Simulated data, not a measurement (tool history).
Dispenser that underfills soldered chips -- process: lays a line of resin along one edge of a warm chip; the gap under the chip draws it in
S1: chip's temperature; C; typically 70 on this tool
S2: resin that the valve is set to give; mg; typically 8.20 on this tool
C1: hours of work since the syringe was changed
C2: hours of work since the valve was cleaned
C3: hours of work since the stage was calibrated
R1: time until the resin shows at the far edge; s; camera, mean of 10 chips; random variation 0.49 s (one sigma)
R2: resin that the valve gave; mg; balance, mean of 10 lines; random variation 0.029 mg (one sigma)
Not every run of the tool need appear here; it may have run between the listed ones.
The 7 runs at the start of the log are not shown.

run	hour	S1	S2	C1	C2	C3	R1	R2
8	43.3	70	8.20	6	54	91	60.9	7.83
# hour 45.7: new syringe of resin
9	47.5	70	8.01	1	57	94	44.3	7.59
10	53.6	70	8.01	6	61	99	64.5	7.59
# hour 55.1: new syringe of resin
11	59.6	70	8.01	4	66	103	50.9	7.54
# hour 64.8: new syringe of resin
12	66.3	70	8.01	1	71	108	42.7	7.50
13	73.6	70	8.01	7	77	114	67.5	7.43
# hour 74.3: new syringe of resin
# hour 78.7: dispensing valve cleaned and set on the balance
14	79.9	70	8.01	4	1	118	50.0	8.00
# hour 85.1: new syringe of resin
15	86.7	70	8.01	1	6	123	41.6	7.99
16	91.4	56	8.20	5	10	127	96.5	8.16
# hour 94.7: new syringe of resin
17	98.9	56	8.20	3	16	133	86.7	8.10
# hour 104.2: new syringe of resin
18	106.1	56	8.20	2	21	138	75.6	8.07
19	111.1	62	8.57	6	25	142	80.3	8.39
# hour 113.8: new syringe of resin
20	118.2	70	7.75	4	30	147	52.1	7.58
# hour 123.5: new syringe of resin
21	125.1	70	9.71	1	36	153	40.4	9.43
22	130.1	70	9.71	5	40	157	55.4	9.32
# hour 133.3: new syringe of resin
23	137.8	70	8.23	4	46	163	49.9	7.90
# hour 142.8: new syringe of resin
24	143.3	70	7.15	0	50	167	41.4	6.85
25	149.3	70	7.15	5	54	171	60.0	6.91
# hour 152.8: new syringe of resin
26	153.5	70	7.15	1	58	175	42.3	6.86
27	156.9	72	7.15	3	60	177	48.5	6.87

Forecast run 28:
28	161.9	65	9.18	7	64	181	?	?

{"run 28": {"R1": 78.9, "R2": 8.7}}
Had the tool carried no hidden state, the very same run would have given R1 44.2 s, R2 9.18 mg.
